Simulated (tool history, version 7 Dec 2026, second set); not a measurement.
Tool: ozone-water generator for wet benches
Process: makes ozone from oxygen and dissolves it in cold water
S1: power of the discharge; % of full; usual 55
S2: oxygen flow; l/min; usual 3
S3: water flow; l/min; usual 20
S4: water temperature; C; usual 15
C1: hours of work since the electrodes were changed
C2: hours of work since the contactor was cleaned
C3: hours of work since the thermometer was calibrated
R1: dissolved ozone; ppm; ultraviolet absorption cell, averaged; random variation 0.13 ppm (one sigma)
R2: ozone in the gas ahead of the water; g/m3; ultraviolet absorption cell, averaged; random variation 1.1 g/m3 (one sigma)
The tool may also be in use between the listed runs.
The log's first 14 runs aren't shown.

Run 15, hour 1728.4: usual settings but S2 4.94 l/min; C1 7233; C2 666; C3 2725. Result: R1 14.4 ppm, R2 143.1 g/m3.
Run 16, hour 1896: usual settings but S2 4.94 l/min; C1 7383; C2 816; C3 2875. Result: R1 14.4 ppm, R2 144.5 g/m3.
Run 17, hour 2031.4: usual settings but S1 88 % of full, S2 4.94 l/min, S3 24 l/min; C1 7504; C2 937; C3 2996. Result: R1 16.5 ppm, R2 195 g/m3.
Run 18, hour 2112.6: usual settings but S1 48 % of full, S2 2.56 l/min, S4 12 C; C1 7577; C2 1010; C3 3068. Result: R1 13.4 ppm, R2 196.9 g/m3.
Run 19, hour 2228: usual settings but S1 48 % of full, S2 2.56 l/min, S3 30 l/min, S4 12 C; C1 7680; C2 1113; C3 3171. Result: R1 8.4 ppm, R2 198.6 g/m3.
Run 20, hour 2371: usual settings but S1 48 % of full, S2 2.56 l/min, S3 30 l/min, S4 12 C; C1 7808; C2 1241; C3 3299. Result: R1 8.2 ppm, R2 197.3 g/m3.
Run 21, hour 2542.9: usual settings but S1 48 % of full, S2 2.56 l/min, S3 30 l/min, S4 12 C; C1 7961; C2 1394; C3 3453. Result: R1 8.4 ppm, R2 198.6 g/m3.
Run 22, hour 2693.3: usual settings but S1 48 % of full, S2 2.56 l/min, S3 30 l/min, S4 12 C; C1 8096; C2 1529; C3 3587. Result: R1 8.1 ppm, R2 200.7 g/m3.
Run 23, hour 2792.9: usual settings but S2 2.94 l/min, S3 26 l/min; C1 8185; C2 1618; C3 3676. Result: R1 10.8 ppm, R2 200.8 g/m3.
Run 24, hour 2871.7: usual settings but S2 1.87 l/min, S3 15 l/min; C1 8255; C2 1688; C3 3747. Result: R1 18.4 ppm, R2 265.6 g/m3.
Run 25, hour 3018.2: usual settings but S1 78 % of full, S2 4.94 l/min, S3 22 l/min, S4 21 C; C1 8386; C2 1819; C3 3878. Result: R1 15.5 ppm, R2 181.2 g/m3.
Run 26, hour 3147.5: usual settings but S1 80 % of full, S2 2.94 l/min, S3 19 l/min, S4 11 C; C1 8502; C2 1935; C3 3993. Result: R1 20.3 ppm, R2 256.5 g/m3.

Forecast run 27:
Run 27, hour 3237.9: usual settings but S1 66 % of full, S2 5.29 l/min, S3 21 l/min, S4 8 C; C1 8583; C2 2016; C3 4074. Result: R1 ?, R2 ?.

{"run 27": {"R1": 17.1, "R2": 156.8}}
Without the tool's hidden state the same run would have given R1 17.2 ppm, R2 154.4 g/m3.

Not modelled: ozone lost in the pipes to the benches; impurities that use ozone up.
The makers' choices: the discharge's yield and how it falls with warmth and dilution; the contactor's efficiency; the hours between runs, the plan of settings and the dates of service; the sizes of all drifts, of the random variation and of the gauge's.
